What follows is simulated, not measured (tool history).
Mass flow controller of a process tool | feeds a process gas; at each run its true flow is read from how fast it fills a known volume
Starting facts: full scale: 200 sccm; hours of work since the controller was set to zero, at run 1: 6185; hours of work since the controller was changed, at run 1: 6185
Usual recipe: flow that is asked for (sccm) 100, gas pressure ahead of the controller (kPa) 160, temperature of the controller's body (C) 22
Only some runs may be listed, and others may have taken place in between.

| run | day | flow that is asked for (sccm) | gas pressure ahead of the controller (kPa) | temperature of the controller's body (C) | hours of work since the controller was set to zero | hours of work since the controller was changed | true flow (%) |
|---|---|---|---|---|---|---|---|
| 1 | 0.000 | 100 | 160 | 22 | 6185 | 6185 | 99.74 |
| 2 | 9.279 | 100 | 160 | 22 | 6353 | 6353 | 99.87 |
| 3 | 17.517 | 100 | 160 | 22 | 6502 | 6502 | 99.77 |
| 4 | 25.204 | 100 | 160 | 22 | 6642 | 6642 | 99.97 |
| 5 | 32.192 | 100 | 160 | 22 | 6769 | 6769 | 99.96 |
| 6 | 40.958 | 100 | 160 | 22 | 6928 | 6928 | 100.19 |
| 7 | 50.896 | 140 | 160 | 22 | 7108 | 7108 | 100.23 |
| 8 | 63.521 | 136 | 194 | 34 | 7337 | 7337 | 101.14 |
| 9 | 78.092 | 136 | 194 | 34 | 7601 | 7601 | 101.35 |
| 10 | 87.850 | 136 | 194 | 34 | 7778 | 7778 | 101.28 |

Consider 3 possible next runs. They are alternatives, not a sequence: every one starts from the tool as it was left by run 10. What does each give?
| A | 99.321 | 20 | 272 | 35 | 7986 | 7986 | ? |
| B | 99.321 | 69 | 160 | 27 | 7986 | 7986 | ? |
| C | 99.321 | 100 | 236 | 25 | 7986 | 7986 | ? |

| run | true flow (%) |
|---|---|
| A | 109.37 |
| B | 101.11 |
| C | 101.03 |
What these runs would have given with no unlogged condition in the tool:
| run | true flow (%) |
|---|---|
| A | 98.04 |
| B | 97.58 |
| C | 98.48 |
